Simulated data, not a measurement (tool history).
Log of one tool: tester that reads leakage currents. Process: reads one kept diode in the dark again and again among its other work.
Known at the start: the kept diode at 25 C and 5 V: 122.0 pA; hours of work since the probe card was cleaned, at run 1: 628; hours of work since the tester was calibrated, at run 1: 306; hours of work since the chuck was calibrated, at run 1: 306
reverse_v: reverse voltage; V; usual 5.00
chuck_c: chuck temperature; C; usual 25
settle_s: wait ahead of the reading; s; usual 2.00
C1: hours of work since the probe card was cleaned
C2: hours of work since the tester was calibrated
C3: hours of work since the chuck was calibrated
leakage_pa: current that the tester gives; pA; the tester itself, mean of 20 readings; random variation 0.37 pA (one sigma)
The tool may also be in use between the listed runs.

run 1 hour=0.0 | reverse_v=5.00 chuck_c=25 settle_s=2.00 | C1=628 C2=306 C3=306 | leakage_pa=123.60
run 2 hour=188.5 | reverse_v=5.00 chuck_c=25 settle_s=2.00 | C1=761 C2=438 C3=438 | leakage_pa=123.15
run 3 hour=387.5 | reverse_v=5.00 chuck_c=25 settle_s=2.00 | C1=900 C2=578 C3=578 | leakage_pa=123.18
run 4 hour=553.9 | reverse_v=5.00 chuck_c=48 settle_s=2.00 | C1=1017 C2=695 C3=695 | leakage_pa=792.70
run 5 hour=682.9 | reverse_v=5.00 chuck_c=48 settle_s=2.00 | C1=1108 C2=785 C3=785 | leakage_pa=785.88
run 6 hour=943.7 | reverse_v=5.00 chuck_c=20 settle_s=2.00 | C1=1291 C2=969 C3=969 | leakage_pa=80.18
run 7 hour=1108.4 | reverse_v=5.00 chuck_c=36 settle_s=2.00 | C1=1407 C2=1084 C3=1084 | leakage_pa=307.19
run 8 hour=1277.6 | reverse_v=9.41 chuck_c=25 settle_s=2.00 | C1=1526 C2=1203 C3=1203 | leakage_pa=168.97
-- hour=1338.5 chuck's temperature calibrated
run 9 hour=1401.7 | reverse_v=9.41 chuck_c=25 settle_s=2.00 | C1=1612 C2=1289 C3=44 | leakage_pa=176.49
run 10 hour=1545.3 | reverse_v=5.00 chuck_c=25 settle_s=2.00 | C1=1713 C2=1390 C3=145 | leakage_pa=128.39
run 11 hour=1666.4 | reverse_v=8.48 chuck_c=27 settle_s=1.10 | C1=1798 C2=1475 C3=230 | leakage_pa=197.07
run 12 hour=1826.0 | reverse_v=8.48 chuck_c=27 settle_s=1.10 | C1=1910 C2=1587 C3=343 | leakage_pa=196.97
run 13 hour=1936.6 | reverse_v=5.00 chuck_c=56 settle_s=2.00 | C1=1987 C2=1665 C3=420 | leakage_pa=1449.26
run 14 hour=2149.2 | reverse_v=9.64 chuck_c=24 settle_s=3.92 | C1=2137 C2=1814 C3=570 | leakage_pa=164.47
run 15 hour=2313.2 | reverse_v=9.64 chuck_c=24 settle_s=3.92 | C1=2252 C2=1929 C3=685 | leakage_pa=163.89
run 16 hour=2421.8 | reverse_v=9.64 chuck_c=24 settle_s=3.92 | C1=2328 C2=2006 C3=761 | leakage_pa=164.31
run 17 hour=2573.0 | reverse_v=5.00 chuck_c=24 settle_s=0.51 | C1=2435 C2=2112 C3=867 | leakage_pa=118.76
run 18 hour=2708.8 | reverse_v=5.00 chuck_c=24 settle_s=0.51 | C1=2530 C2=2207 C3=963 | leakage_pa=118.38
run 19 hour=2936.3 | reverse_v=9.55 chuck_c=45 settle_s=2.00 | C1=2690 C2=2367 C3=1123 | leakage_pa=854.19

Forecast each of these 4 alternatives for the next run:
-- hour=3115.2 chuck's temperature calibrated
run A hour=3115.2 | reverse_v=7.57 chuck_c=45 settle_s=2.00 | C1=2814 C2=2491 C3=0 | leakage_pa=?
-- hour=3115.2 chuck's temperature calibrated
run B hour=3115.2 | reverse_v=4.14 chuck_c=25 settle_s=2.00 | C1=2814 C2=2491 C3=0 | leakage_pa=?
-- hour=3115.2 chuck's temperature calibrated
run C hour=3115.2 | reverse_v=5.00 chuck_c=25 settle_s=0.33 | C1=2814 C2=2491 C3=0 | leakage_pa=?
-- hour=3115.2 chuck's temperature calibrated
run D hour=3115.2 | reverse_v=5.00 chuck_c=39 settle_s=6.75 | C1=2814 C2=2491 C3=0 | leakage_pa=?

run=A leakage_pa=803.04
run=B leakage_pa=121.39
run=C leakage_pa=136.99
run=D leakage_pa=412.18
Without the tool's hidden state the same runs would have given:
run=A leakage_pa=778.45
run=B leakage_pa=112.06
run=C leakage_pa=125.78
run=D leakage_pa=397.52
